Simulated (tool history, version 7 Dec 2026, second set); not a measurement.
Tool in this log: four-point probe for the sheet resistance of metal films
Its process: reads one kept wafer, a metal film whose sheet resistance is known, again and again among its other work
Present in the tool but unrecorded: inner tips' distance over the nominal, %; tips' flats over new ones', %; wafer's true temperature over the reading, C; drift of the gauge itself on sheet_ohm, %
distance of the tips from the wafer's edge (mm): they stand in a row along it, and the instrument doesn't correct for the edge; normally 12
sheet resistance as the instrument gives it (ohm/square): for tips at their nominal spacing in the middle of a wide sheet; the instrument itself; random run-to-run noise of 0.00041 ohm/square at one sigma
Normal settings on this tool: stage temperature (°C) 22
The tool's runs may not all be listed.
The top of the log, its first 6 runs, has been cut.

run	hour	stage temperature (°C)	distance of the tips from the wafer's edge (mm)	touches since the probe head was changed	hours of work since the stage's thermometer was calibrated	sheet resistance as the instrument gives it (ohm/square)
7	196.9	22	12	10711	1930	2.069026
8	240.8	21	12	11243	1950	2.066236
9	274.9	21	12	11657	1966	2.066788
10	313.9	21	12	12130	1984	2.066238
11	333.0	21	12	12361	1993	2.066307
12	353.6	22	12	12611	2003	2.067906
13	389.4	22	22	13045	2020	2.061773
14	431.3	22	22	13553	2040	2.062767
15	463.8	22	22	13948	2055	2.061901
16	485.3	22	22	14208	2065	2.061871

The next listed run, before its measurement:
17	520.5	22	22	14636	2081	?

{"run 17": {"sheet resistance as the instrument gives it (ohm/square)": 2.062267}}
If the tool had no hidden condition, the same run with the same run-to-run variation would have returned sheet resistance as the instrument gives it (ohm/square) 2.066766.
